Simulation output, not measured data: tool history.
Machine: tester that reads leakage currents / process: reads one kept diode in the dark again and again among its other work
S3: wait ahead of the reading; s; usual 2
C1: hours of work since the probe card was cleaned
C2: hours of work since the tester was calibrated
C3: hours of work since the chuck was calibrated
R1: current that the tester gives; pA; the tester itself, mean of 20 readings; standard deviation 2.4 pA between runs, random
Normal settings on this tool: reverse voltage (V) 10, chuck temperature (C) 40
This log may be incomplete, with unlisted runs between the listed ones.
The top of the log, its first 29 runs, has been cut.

Run 30, hour 4632.7: usual settings but reverse voltage (V) 10.4, chuck temperature (C) 50, S3 1.36 s; C1 430; C2 868; C3 645. Result: R1 1771.88 pA.
Run 31, hour 4731.4: usual settings but chuck temperature (C) 21; C1 495; C2 933; C3 711. Result: R1 175.18 pA.
Run 32, hour 4940.1: usual settings but reverse voltage (V) 3.4, chuck temperature (C) 51, S3 0.89 s; C1 634; C2 1072; C3 849. Result: R1 1365.1 pA.
Run 33, hour 5074.3: usual settings but reverse voltage (V) 3.4, chuck temperature (C) 51, S3 0.89 s; C1 723; C2 1161; C3 939. Result: R1 1374.02 pA.
Run 34, hour 5168.6: usual settings but reverse voltage (V) 3.4, chuck temperature (C) 51, S3 0.89 s; C1 786; C2 1224; C3 1001. Result: R1 1377.96 pA.
Run 35, hour 5338.7: usual settings but reverse voltage (V) 4.2, S3 1.31 s; C1 899; C2 1337; C3 1115. Result: R1 649.78 pA.
Run 36, hour 5507.5: usual settings but chuck temperature (C) 36; C1 1012; C2 1449; C3 1227. Result: R1 629.31 pA.
Run 37, hour 5607.7: usual settings but chuck temperature (C) 36; C1 1078; C2 1516; C3 1293. Result: R1 627.37 pA.
Run 38, hour 5736.5: usual settings but chuck temperature (C) 36, S3 3.98 s; C1 1164; C2 1602; C3 1379. Result: R1 633.91 pA.
Run 39, hour 5926: usual settings but reverse voltage (V) 3.6, chuck temperature (C) 21, S3 0.31 s; C1 1290; C2 1728; C3 1505. Result: R1 138.7 pA.

Forecast each of these 3 alternatives for the next run:
Run A, hour 6113.6: usual settings but reverse voltage (V) 3.6, chuck temperature (C) 35, S3 0.31 s; C1 1415; C2 1853; C3 1630. Result: R1 ?.
Run B, hour 6113.6: usual settings but reverse voltage (V) 3.6, chuck temperature (C) 21, S3 0.34 s; C1 1415; C2 1853; C3 1630. Result: R1 ?.
Run C, hour 6113.6: usual settings but reverse voltage (V) 3.6, chuck temperature (C) 21, S3 0.31 s; C1 1415; C2 1853; C3 1630. Result: R1 ?.

run      R1
  A  433.43
  B  139.92
  C  139.32
Stripped of hidden state, with their random variation kept, the same runs would have yielded:
run      R1
  A  388.65
  B  122.18
  C  121.71
